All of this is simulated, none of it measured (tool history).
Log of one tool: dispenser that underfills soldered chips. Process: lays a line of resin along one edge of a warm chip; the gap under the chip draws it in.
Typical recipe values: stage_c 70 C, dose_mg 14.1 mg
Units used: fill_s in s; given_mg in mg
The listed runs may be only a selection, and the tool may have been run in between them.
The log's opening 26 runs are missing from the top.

run	hour	stage_c	dose_mg	hours of work since the syringe was changed	hours of work since the valve was cleaned	hours of work since the stage was calibrated	fill_s	given_mg
# hour 240.6: new syringe of resin
27	243.9	72	12.2	3	29	253	276.9	11.99
# hour 251.3: new syringe of resin
28	257.4	72	14.1	5	39	263	321.6	13.86
# hour 261.9: new syringe of resin
29	269.6	73	14.7	6	49	272	339.9	14.32
# hour 273.2: new syringe of resin
30	279.4	63	13.2	5	56	280	465.6	12.84
# hour 282.8: dispensing valve cleaned and set on the balance
# hour 285.9: new syringe of resin
31	294.1	75	13.1	6	9	291	316.9	13.03
# hour 297: new syringe of resin
32	300.9	60	17.2	3	14	296	444.1	17.07
# hour 307.8: new syringe of resin
33	310	66	17.9	2	21	303	320	17.75
# hour 318.3: new syringe of resin
34	323.1	66	17.9	4	31	313	368.4	17.62

Here are 3 independent what-if runs from the current tool condition. What would each one return?
# hour 329.5: new syringe of resin
A	337.5	68	14.1	6	42	324	?	?
# hour 329.5: new syringe of resin
B	337.5	70	16.5	6	42	324	?	?
# hour 329.5: new syringe of resin
C	337.5	62	15.4	6	42	324	?	?

run	fill_s	given_mg
A	414.5	13.8
B	381.5	16.15
C	529.6	15.04
Had the tool no hidden state, the same runs would have come out as:
run	fill_s	given_mg
A	251.1	14.11
B	231.4	16.51
C	320.5	15.38
